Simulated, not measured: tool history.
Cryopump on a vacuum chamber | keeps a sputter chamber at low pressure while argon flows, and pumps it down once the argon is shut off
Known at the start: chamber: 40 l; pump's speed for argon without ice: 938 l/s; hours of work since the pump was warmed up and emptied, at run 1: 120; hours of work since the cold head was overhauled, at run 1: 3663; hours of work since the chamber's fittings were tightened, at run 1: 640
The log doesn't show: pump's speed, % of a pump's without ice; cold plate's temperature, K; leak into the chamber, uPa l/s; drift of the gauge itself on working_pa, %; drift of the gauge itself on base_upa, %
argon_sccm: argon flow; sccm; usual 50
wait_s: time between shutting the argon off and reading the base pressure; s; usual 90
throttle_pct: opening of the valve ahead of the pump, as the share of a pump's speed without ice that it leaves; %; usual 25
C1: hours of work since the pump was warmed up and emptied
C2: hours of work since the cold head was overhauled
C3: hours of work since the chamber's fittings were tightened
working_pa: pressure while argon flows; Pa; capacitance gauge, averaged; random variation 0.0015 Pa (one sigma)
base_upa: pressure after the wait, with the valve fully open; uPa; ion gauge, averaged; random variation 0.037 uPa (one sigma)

run 1 day=0 | argon_sccm=50 wait_s=90 throttle_pct=25 | C1=120 C2=3663 C3=640 | working_pa=0.3686 base_upa=2.39
run 2 day=3.979 | argon_sccm=50 wait_s=90 throttle_pct=25 | C1=189 C2=3732 C3=709 | working_pa=0.368 base_upa=2.45
run 3 day=8.35 | argon_sccm=50 wait_s=90 throttle_pct=25 | C1=265 C2=3807 C3=785 | working_pa=0.3746 base_upa=2.55
run 4 day=13.188 | argon_sccm=50 wait_s=90 throttle_pct=25 | C1=349 C2=3891 C3=868 | working_pa=0.3774 base_upa=2.58
run 5 day=16.279 | argon_sccm=50 wait_s=90 throttle_pct=25 | C1=402 C2=3945 C3=922 | working_pa=0.3771 base_upa=2.6
run 6 day=21.646 | argon_sccm=50 wait_s=90 throttle_pct=25 | C1=495 C2=4038 C3=1015 | working_pa=0.3821 base_upa=2.75
run 7 day=25.188 | argon_sccm=23 wait_s=90 throttle_pct=25 | C1=557 C2=4099 C3=1076 | working_pa=0.176 base_upa=2.7
-- day=29.942 pump warmed up, emptied and cooled again
run 8 day=30.383 | argon_sccm=23 wait_s=90 throttle_pct=25 | C1=8 C2=4186 C3=1163 | working_pa=0.1674 base_upa=2.58
run 9 day=33.708 | argon_sccm=23 wait_s=90 throttle_pct=25 | C1=65 C2=4243 C3=1220 | working_pa=0.168 base_upa=2.64
run 10 day=39.033 | argon_sccm=23 wait_s=90 throttle_pct=25 | C1=158 C2=4336 C3=1313 | working_pa=0.1709 base_upa=2.81
run 11 day=41.592 | argon_sccm=50 wait_s=90 throttle_pct=25 | C1=202 C2=4380 C3=1357 | working_pa=0.3715 base_upa=2.82
run 12 day=47.038 | argon_sccm=50 wait_s=90 throttle_pct=25 | C1=296 C2=4474 C3=1451 | working_pa=0.3732 base_upa=2.84
run 13 day=50.725 | argon_sccm=50 wait_s=90 throttle_pct=25 | C1=360 C2=4538 C3=1515 | working_pa=0.3785 base_upa=2.9
run 14 day=53.992 | argon_sccm=50 wait_s=90 throttle_pct=25 | C1=417 C2=4595 C3=1572 | working_pa=0.3791 base_upa=2.94
run 15 day=57.533 | argon_sccm=31 wait_s=90 throttle_pct=25 | C1=478 C2=4656 C3=1633 | working_pa=0.2364 base_upa=3
run 16 day=60.008 | argon_sccm=34 wait_s=90 throttle_pct=25 | C1=521 C2=4699 C3=1676 | working_pa=0.2617 base_upa=3.09
run 17 day=63.046 | argon_sccm=34 wait_s=90 throttle_pct=25 | C1=574 C2=4752 C3=1729 | working_pa=0.2626 base_upa=3.15
run 18 day=66.262 | argon_sccm=99 wait_s=118 throttle_pct=56 | C1=629 C2=4808 C3=1785 | working_pa=0.3697 base_upa=2.72
-- day=66.771 pump warmed up, emptied and cooled again
-- day=66.854 leaking fittings of the chamber tightened, without venting
run 19 day=71.679 | argon_sccm=34 wait_s=42 throttle_pct=46 | C1=84 C2=4896 C3=84 | working_pa=0.1377 base_upa=4.11
run 20 day=76.838 | argon_sccm=30 wait_s=42 throttle_pct=17 | C1=173 C2=4986 C3=173 | working_pa=0.3231 base_upa=4.27
run 21 day=82.229 | argon_sccm=62 wait_s=290 throttle_pct=25 | C1=266 C2=5079 C3=266 | working_pa=0.4649 base_upa=1.13
run 22 day=85.417 | argon_sccm=62 wait_s=290 throttle_pct=25 | C1=322 C2=5134 C3=322 | working_pa=0.4683 base_upa=1.11
run 23 day=88.067 | argon_sccm=62 wait_s=290 throttle_pct=25 | C1=368 C2=5180 C3=368 | working_pa=0.4713 base_upa=1.16
run 24 day=90.471 | argon_sccm=75 wait_s=85 throttle_pct=17 | C1=409 C2=5222 C3=409 | working_pa=0.8288 base_upa=2.51
run 25 day=94.25 | argon_sccm=35 wait_s=32 throttle_pct=25 | C1=475 C2=5288 C3=475 | working_pa=0.2679 base_upa=5.64
run 26 day=98.683 | argon_sccm=50 wait_s=128 throttle_pct=56 | C1=552 C2=5364 C3=552 | working_pa=0.1882 base_upa=2.01
-- day=103.562 pump warmed up, emptied and cooled again
run 27 day=104.15 | argon_sccm=50 wait_s=128 throttle_pct=56 | C1=10 C2=5455 C3=643 | working_pa=0.1675 base_upa=1.86
run 28 day=108.875 | argon_sccm=81 wait_s=47 throttle_pct=17 | C1=92 C2=5537 C3=725 | working_pa=0.868 base_upa=4.07
run 29 day=112.479 | argon_sccm=99 wait_s=111 throttle_pct=54 | C1=155 C2=5600 C3=787 | working_pa=0.3543 base_upa=2.2
run 30 day=116.821 | argon_sccm=99 wait_s=111 throttle_pct=54 | C1=230 C2=5675 C3=862 | working_pa=0.3564 base_upa=2.17
run 31 day=122.021 | argon_sccm=61 wait_s=134 throttle_pct=32 | C1=320 C2=5765 C3=952 | working_pa=0.3645 base_upa=2.11
run 32 day=125.258 | argon_sccm=61 wait_s=134 throttle_pct=32 | C1=376 C2=5821 C3=1009 | working_pa=0.3689 base_upa=2.12
run 33 day=127.508 | argon_sccm=53 wait_s=202 throttle_pct=59 | C1=415 C2=5860 C3=1048 | working_pa=0.184 base_upa=1.76

4 ways to go on from here, each from the tool as it stands after run 33. What would each give?
run A day=130.633 | argon_sccm=24 wait_s=202 throttle_pct=59 | C1=469 C2=5914 C3=1102 | working_pa=? base_upa=?
run B day=130.633 | argon_sccm=87 wait_s=37 throttle_pct=30 | C1=469 C2=5914 C3=1102 | working_pa=? base_upa=?
run C day=130.633 | argon_sccm=53 wait_s=27 throttle_pct=59 | C1=469 C2=5914 C3=1102 | working_pa=? base_upa=?
run D day=130.633 | argon_sccm=64 wait_s=202 throttle_pct=17 | C1=469 C2=5914 C3=1102 | working_pa=? base_upa=?

run=A working_pa=0.0836 base_upa=1.86
run=B working_pa=0.5601 base_upa=5.18
run=C working_pa=0.1872 base_upa=6.93
run=D working_pa=0.7095 base_upa=1.77
Without the tool's hidden state the same runs would have given:
run=A working_pa=0.0726 base_upa=1.14
run=B working_pa=0.5201 base_upa=4.48
run=C working_pa=0.1627 base_upa=6.22
run=D working_pa=0.6799 base_upa=1.08
